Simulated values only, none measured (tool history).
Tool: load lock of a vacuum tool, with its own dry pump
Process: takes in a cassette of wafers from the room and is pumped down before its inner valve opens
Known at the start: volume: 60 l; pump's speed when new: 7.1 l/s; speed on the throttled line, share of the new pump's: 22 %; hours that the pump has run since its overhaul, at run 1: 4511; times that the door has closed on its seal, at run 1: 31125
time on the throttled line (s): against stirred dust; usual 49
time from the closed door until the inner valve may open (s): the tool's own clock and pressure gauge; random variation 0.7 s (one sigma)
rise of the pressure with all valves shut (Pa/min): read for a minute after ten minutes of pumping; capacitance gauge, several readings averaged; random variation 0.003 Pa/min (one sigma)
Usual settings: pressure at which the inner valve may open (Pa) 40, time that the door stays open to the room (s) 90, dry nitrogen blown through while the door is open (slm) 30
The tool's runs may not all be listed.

run	day	time on the throttled line (s)	pressure at which the inner valve may open (Pa)	time that the door stays open to the room (s)	dry nitrogen blown through while the door is open (slm)	hours that the pump has run since its overhaul	times that the door has closed on its seal	incoming humidity of the room's air, %	time from the closed door until the inner valve may open (s)	rise of the pressure with all valves shut (Pa/min)
1	0	49	40	90	30	4511	31125	46.6	107.4	0.337
2	22.188	49	40	90	30	5044	33568	45.9	107.1	0.387
3	41.062	49	40	90	30	5497	35646	41.2	108.9	0.406
4	60.804	49	40	90	30	5971	37819	44.9	107.9	0.441
5	72.046	49	40	90	30	6241	39057	42.8	107.8	0.466
6	85.896	49	40	90	30	6573	40582	45.5	109.5	0.505
7	108.838	49	40	90	30	7123	43107	46.3	108.4	0.541
8	131.892	49	40	90	30	7677	45645	46.3	108.3	0.59
9	149.375	49	40	90	30	8096	47570	47	108.8	0.639
10	168.829	49	40	90	30	8563	49711	46.3	108.3	0.671
# day 176.129: door's seal changed, seat wiped
11	180.708	49	40	90	30	8847	504	45.4	108.8	0.015
12	191.588	49	40	90	30	9108	1702	46.2	108	0.026
13	213.408	49	34	90	30	9632	4104	46.2	108.8	0.041
14	229.792	65	40	90	30	10025	5908	42.2	121.3	0.043
15	250.275	49	40	27	30	10516	8163	47.1	109.5	0.053
16	266.279	49	40	27	30	10901	9925	42.7	109.1	0.062
17	278.512	49	40	37	30	11194	11271	48.9	109.9	0.079
18	299.504	49	40	37	30	11698	13583	44.5	110.3	0.097
19	315.821	56	61	130	10	12090	15379	45.8	110.3	0.13
20	337.471	62	72	139	42	12609	17762	42.6	114.9	0.14
21	352.133	62	72	116	27	12961	19376	46.8	114.5	0.159
22	373.746	65	75	115	8	13480	21756	44.5	115.6	0.195
23	396.171	42	75	220	21	14018	24224	45	99.4	0.221
24	418.579	42	75	220	21	14556	26691	44.1	99.4	0.249
25	440.721	42	75	220	21	15087	29129	49.5	99.3	0.282
26	463.133	42	75	220	21	15625	31596	45.9	100.6	0.324
27	473.179	42	75	141	37	15866	32702	48.5	99.7	0.315
28	486.6	42	75	141	37	16188	34180	43	101.1	0.335
29	506.825	31	65	102	37	16674	36406	43.2	93.3	0.359
30	528.612	31	65	102	37	17197	38805	45	94.6	0.406
31	551.321	49	34	208	29	17742	41305	44.5	113.7	0.469
32	568.729	49	47	208	30	18159	43221	42.3	112.2	0.495
33	581.242	49	47	208	30	18460	44599	44.1	110.4	0.541
34	602.283	63	31	183	39	18965	46915	44.2	126.8	0.553
35	624.275	36	44	41	18	19492	49336	46.8	101.2	0.6
# day 635.371: door's seal changed, seat wiped
36	646.8	63	44	41	10	20032	1258	47.9	123.7	0.029

3 ways to go on from here, each from the tool as it stands after run 36. What would each give?
A	666.917	49	51	70	30	20514	3472	46.1	?	?
B	666.917	80	40	36	30	20514	3472	48.2	?	?
C	666.917	49	55	90	32	20514	3472	45.1	?	?

run	time from the closed door until the inner valve may open (s)	rise of the pressure with all valves shut (Pa/min)
A	109.6	0.033
B	135.4	0.023
C	109.9	0.037
Without the tool's hidden state the same runs would have given:
run	time from the closed door until the inner valve may open (s)	rise of the pressure with all valves shut (Pa/min)
A	101.7	0.02
B	128.3	0.009
C	102.1	0.024
